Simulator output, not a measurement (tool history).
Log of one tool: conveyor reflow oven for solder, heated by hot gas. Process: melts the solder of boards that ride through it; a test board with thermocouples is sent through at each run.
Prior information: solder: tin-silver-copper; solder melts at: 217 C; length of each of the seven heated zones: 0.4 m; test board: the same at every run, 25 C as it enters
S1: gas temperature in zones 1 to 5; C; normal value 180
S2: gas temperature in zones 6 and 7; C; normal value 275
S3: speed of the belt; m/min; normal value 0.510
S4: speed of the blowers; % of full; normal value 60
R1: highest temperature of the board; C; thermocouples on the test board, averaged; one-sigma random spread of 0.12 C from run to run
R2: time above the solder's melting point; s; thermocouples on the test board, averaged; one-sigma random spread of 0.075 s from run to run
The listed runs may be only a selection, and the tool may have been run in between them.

Run 1, hour 0.0: usual settings. Result: R1 259.6 C, R2 80.32 s.
Run 2, hour 11.8: usual settings but S1 179 C. Result: R1 259.9 C, R2 79.68 s.
Run 3, hour 23.6: usual settings. Result: R1 260.3 C, R2 80.25 s.
Run 4, hour 36.4: usual settings. Result: R1 260.0 C, R2 80.23 s.
Run 5, hour 53.1: usual settings. Result: R1 259.8 C, R2 80.06 s.
Run 6, hour 70.8: usual settings but S3 0.606 m/min. Result: R1 253.7 C, R2 62.21 s.
At hour 88.1: flux residue cleaned out of gas plates and filters.
Run 7, hour 88.9: usual settings but S3 0.606 m/min. Result: R1 253.2 C, R2 61.44 s.
Run 8, hour 106.9: usual settings but S1 194 C, S3 0.606 m/min. Result: R1 256.3 C, R2 70.28 s.
Run 9, hour 125.1: usual settings but S1 194 C, S3 0.606 m/min. Result: R1 256.3 C, R2 70.24 s.
Run 10, hour 141.3: usual settings but S1 194 C, S3 0.606 m/min. Result: R1 256.2 C, R2 70.08 s.
Run 11, hour 156.1: usual settings but S1 185 C, S2 277 C, S3 0.576 m/min, S4 73 % of full. Result: R1 260.1 C, R2 73.01 s.
Run 12, hour 167.2: usual settings but S1 178 C, S2 277 C, S3 0.476 m/min, S4 73 % of full. Result: R1 264.6 C, R2 89.14 s.
At hour 174.2: flux residue cleaned out of gas plates and filters, once more.
Run 13, hour 186.3: usual settings but S3 0.538 m/min, S4 61 % of full. Result: R1 259.0 C, R2 75.39 s.
Run 14, hour 201.5: usual settings but S1 170 C, S2 273 C, S3 0.519 m/min, S4 77 % of full. Result: R1 259.8 C, R2 75.43 s.
Run 15, hour 224.1: usual settings but S1 185 C, S2 289 C. Result: R1 273.7 C, R2 90.85 s.

Predict the results of run 16:
Run 16, hour 239.4: usual settings but S2 272 C, S3 0.456 m/min. Result: R1 ?, R2 ?.

{"run 16": {"R1": 260.3, "R2": 91.45}}
With the hidden condition absent and the run-to-run variation left alone, this run would have shown R1 261.3 C, R2 91.11 s.

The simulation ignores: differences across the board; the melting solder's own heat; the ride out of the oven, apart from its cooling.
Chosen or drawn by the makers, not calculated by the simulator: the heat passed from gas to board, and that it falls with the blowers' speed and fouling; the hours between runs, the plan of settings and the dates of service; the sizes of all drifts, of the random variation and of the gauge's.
